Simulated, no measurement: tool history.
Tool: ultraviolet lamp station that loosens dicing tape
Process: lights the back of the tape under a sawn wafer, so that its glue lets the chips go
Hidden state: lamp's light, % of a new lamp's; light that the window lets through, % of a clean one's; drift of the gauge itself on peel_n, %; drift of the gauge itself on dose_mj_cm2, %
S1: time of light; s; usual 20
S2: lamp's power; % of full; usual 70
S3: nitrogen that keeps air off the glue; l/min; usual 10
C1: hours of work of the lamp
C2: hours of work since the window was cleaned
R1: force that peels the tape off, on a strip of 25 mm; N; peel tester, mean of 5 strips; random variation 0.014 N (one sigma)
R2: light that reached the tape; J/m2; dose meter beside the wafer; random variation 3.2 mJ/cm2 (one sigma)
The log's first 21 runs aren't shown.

run     day  S1   S2  S3    C1   C2     R1    R2
 22  48.612  21   70  10  1944   91  1.238  3470
     49.929  -- lamp changed
 23  51.217  14   86  10    23  138  0.920  4120
 24  54.121  20  100  10    76  190  0.359  6690
 25  56.004  20  100  10   109  224  0.381  6570
 26  57.371  29   69  19   134  249  0.303  6470
     58.821  -- window cleaned of glue's vapour
 27  58.912  22   78   9   162    2  0.482  5880
 28  61.642  20   72  10   211   51  0.718  4810
 29  63.600  35   76  20   246   86  0.150  8770
 30  64.958  35   70   3   270  111  0.423  8020
 31  67.167  20   70   6   310  150  0.921  4510
 32  69.538  20   70   6   353  193  0.968  4440
 33  72.421  20   75  15   405  245  0.670  4650
     73.971  -- window cleaned of glue's vapour
 34  74.712  11   63  12   446   13  1.897  2250
 35  77.588  20   77  19   498   65  0.545  4870
 36  80.412  14   74   8   548  116  1.350  3240
 37  82.371  18   74   3   584  151  1.392  4080
 38  85.071  18   74   3   632  200  1.418  4010
 39  86.796  18   74   3   664  231  1.477  3950
     89.088  -- window cleaned of glue's vapour
 40  89.838  13   92  11   718   14  1.035  3720
 41  92.092  13   70   5   758   54  1.860  2750
 42  93.496  13   62  13   784   79  1.791  2400

5 ways to go on from here, each from the tool as it stands after run 42. What would each give?
  A  96.058  13  93  13  830  126   ?   ?
  B  96.058  12  98  11  830  126   ?   ?
  C  96.058  20  82  10  830  126   ?   ?
  D  96.058  13  70   7  830  126   ?   ?
  E  96.058  18  83  10  830  126   ?   ?

run     R1    R2
  A  1.107  3560
  B  1.175  3500
  C  0.691  4830
  D  1.857  2710
  E  0.831  4400
Without the tool's hidden state the same runs would have given:
run     R1    R2
  A  0.804  4330
  B  0.863  4250
  C  0.469  5870
  D  1.481  3280
  E  0.576  5350

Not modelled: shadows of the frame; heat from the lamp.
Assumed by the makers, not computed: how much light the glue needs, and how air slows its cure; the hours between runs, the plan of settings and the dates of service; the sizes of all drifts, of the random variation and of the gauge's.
